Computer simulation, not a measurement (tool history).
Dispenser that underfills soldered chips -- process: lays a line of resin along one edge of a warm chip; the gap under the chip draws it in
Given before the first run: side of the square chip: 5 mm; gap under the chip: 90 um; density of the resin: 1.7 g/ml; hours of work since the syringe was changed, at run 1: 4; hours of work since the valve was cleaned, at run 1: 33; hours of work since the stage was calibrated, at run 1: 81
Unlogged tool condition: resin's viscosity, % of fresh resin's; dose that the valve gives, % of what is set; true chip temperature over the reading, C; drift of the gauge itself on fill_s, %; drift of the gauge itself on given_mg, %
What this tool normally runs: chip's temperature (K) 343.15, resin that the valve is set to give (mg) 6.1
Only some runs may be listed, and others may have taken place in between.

run,hour,chip's temperature (K),resin that the valve is set to give (mg),hours of work since the syringe was changed,hours of work since the valve was cleaned,hours of work since the stage was calibrated,time until the resin shows at the far edge (s),resin that the valve gave (mg)
1,0,343.15,6.1,4,33,81,23.4,5.96
2,5.8,343.15,6.1,8,38,86,31.9,5.95
# hour 7.6: new syringe of resin
3,9.9,343.15,6.1,2,41,89,19.2,5.92
4,15.5,343.15,6.1,6,45,93,27.3,5.9
# hour 19.5: new syringe of resin
5,19.5,339.15,6.1,0,48,96,20.7,5.94
6,23.7,339.15,6.1,3,52,100,26.6,5.91
7,27.5,339.15,6.1,6,55,103,32.8,5.89
8,30.5,339.15,6.1,9,57,105,40.3,5.96
# hour 31.5: new syringe of resin
9,35.4,332.15,6.1,3,61,109,36.4,5.85
10,40.5,332.15,6.1,7,65,113,51,5.87
# hour 43.5: new syringe of resin
11,43.9,343.15,5.64,0,67,115,17.1,5.29
12,47,343.15,5.64,3,70,118,21.3,5.33
13,52,343.15,5.64,7,74,122,29.1,5.51
# hour 55.6: new syringe of resin
14,55.8,330.15,5.64,0,77,125,32.8,5.33
15,59.5,343.15,6.1,3,80,127,21.5,5.81
16,64.8,343.15,6.1,7,84,132,29.3,5.78
# hour 67.8: new syringe of resin
17,70.3,343.15,6.1,2,88,136,19.4,5.83
18,76,338.15,6.1,7,92,140,35.2,5.8
# hour 79.7: new syringe of resin
19,80.3,338.15,6.1,0,96,144,22.2,5.67
20,86.2,339.15,6.31,5,100,148,30.6,5.91
21,90.6,330.15,5.92,9,104,152,63.3,5.53
# hour 91.6: new syringe of resin
22,96.1,330.15,7.59,4,108,156,42.3,7.06
23,102.1,343.15,6.12,8,113,161,33,5.71
# hour 103.5: new syringe of resin
24,107,343.15,6.12,3,116,164,21.4,5.7
25,111.9,343.15,6.12,7,120,168,29.7,5.72
26,114.8,339.15,6.37,9,123,171,41.2,5.77
# hour 115.7: new syringe of resin
27,119.5,353.15,6.86,3,126,174,13.8,6.28
28,124.7,331.15,6.07,7,130,178,55.5,5.61
# hour 127.4: dispensing valve cleaned and set on the balance
# hour 128.5: new syringe of resin
29,129,335.15,6.07,0,1,181,26.7,6.07
30,131.8,336.15,5.54,3,3,183,30.7,5.54
31,134.6,343.15,5.4,5,5,185,25.9,5.4
32,137.2,333.15,7.31,7,8,187,46.8,7.27
# hour 140.4: new syringe of resin
33,141.2,338.15,6.5,1,10,190,21.8,6.36
34,144.9,339.15,7.05,4,13,193,27,6.97
35,148.3,339.15,7.05,6,16,196,32.6,6.99

Branching from run 35: 5 alternative next runs. What would each branch give?
# hour 152.5: new syringe of resin
A,153.7,339.15,6.39,1,20,200,?,?
# hour 152.5: new syringe of resin
B,153.7,330.15,6.33,1,20,200,?,?
# hour 152.5: new syringe of resin
C,153.7,343.15,7.05,1,20,200,?,?
# hour 152.5: new syringe of resin
D,153.7,358.15,6.1,1,20,200,?,?
# hour 152.5: new syringe of resin
E,153.7,334.15,6.34,1,20,200,?,?

run,time until the resin shows at the far edge (s),resin that the valve gave (mg)
A,22.3,6.3
B,34.4,6.24
C,18.1,6.92
D,9.3,6.02
E,29.2,6.16
Take away the tool's hidden state, keep each run's random variation, and the runs would have read:
run,time until the resin shows at the far edge (s),resin that the valve gave (mg)
A,19.9,6.41
B,30.7,6.35
C,16.2,7.05
D,8.3,6.12
E,26.1,6.27
